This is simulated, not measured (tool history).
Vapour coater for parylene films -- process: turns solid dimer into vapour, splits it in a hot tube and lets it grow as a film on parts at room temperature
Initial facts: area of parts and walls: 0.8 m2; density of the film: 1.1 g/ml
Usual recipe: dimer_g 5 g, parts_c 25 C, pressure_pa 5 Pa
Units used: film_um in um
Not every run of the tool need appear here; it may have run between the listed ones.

run	day	dimer_g	parts_c	pressure_pa	film_um
1	0	5	25	5	2.63
2	2.296	5	25	5	2.59
3	4.671	4	25	5	2.07
4	6.192	4	25	5	2.08
5	8.062	5	27	5	2.37
6	9.746	5	27	5	2.37
7	11.729	5	27	5	2.37
8	14.7	5	27	5	2.36
9	17.625	5	27	5	2.32
10	20.158	5	27	5	2.38
11	21.888	5	25	5	2.58
12	23.658	5	25	5	2.59
13	24.917	5	25	9.39	2.36
14	27.812	5	25	9.39	2.37
15	29.088	5	25	9.39	2.36
16	31.1	5	25	5	2.6
17	33.417	5	25	5	2.59
18	36.433	5	25	5	2.63
19	37.692	3	25	7.13	1.48
20	39.617	3	25	7.13	1.48
21	42.475	5	20	5	3.24
22	45.362	8	35	5	2.58
23	48.246	8	35	5	2.61
24	51.246	2	35	8.23	0.62
25	52.621	5	27	7	2.21
26	54.738	5	27	7	2.24
27	57.562	4	20	5	2.62
28	59.367	5	21	3.05	3.44
29	62.038	3	17	5.76	2.22
30	64.808	3	17	5.76	2.18
31	67.542	6	31	3.27	2.6
32	69.758	6	31	3.27	2.55
33	71.925	4	35	5	1.28
34	73.271	4	17	5	3.02

Taken out of this log: 4 entries between the listed runs. Where each belongs, and how the hidden state differs across it:
From run 2 to run 3: trap's valve overhauled (day 4.517)
  vapour lost through the trap's worn valve, %: 0.2 -> 0
From run 17 to run 18: trap's valve overhauled (day 34.083)
  vapour lost through the trap's worn valve, %: 0.2 -> 0
From run 21 to run 22: table's thermometer calibrated (day 43.912)
  true temperature of the parts over the reading, C: 0.02 -> 0
From run 29 to run 30: trap's valve overhauled (day 63.671)
  vapour lost through the trap's worn valve, %: 0.2 -> 0

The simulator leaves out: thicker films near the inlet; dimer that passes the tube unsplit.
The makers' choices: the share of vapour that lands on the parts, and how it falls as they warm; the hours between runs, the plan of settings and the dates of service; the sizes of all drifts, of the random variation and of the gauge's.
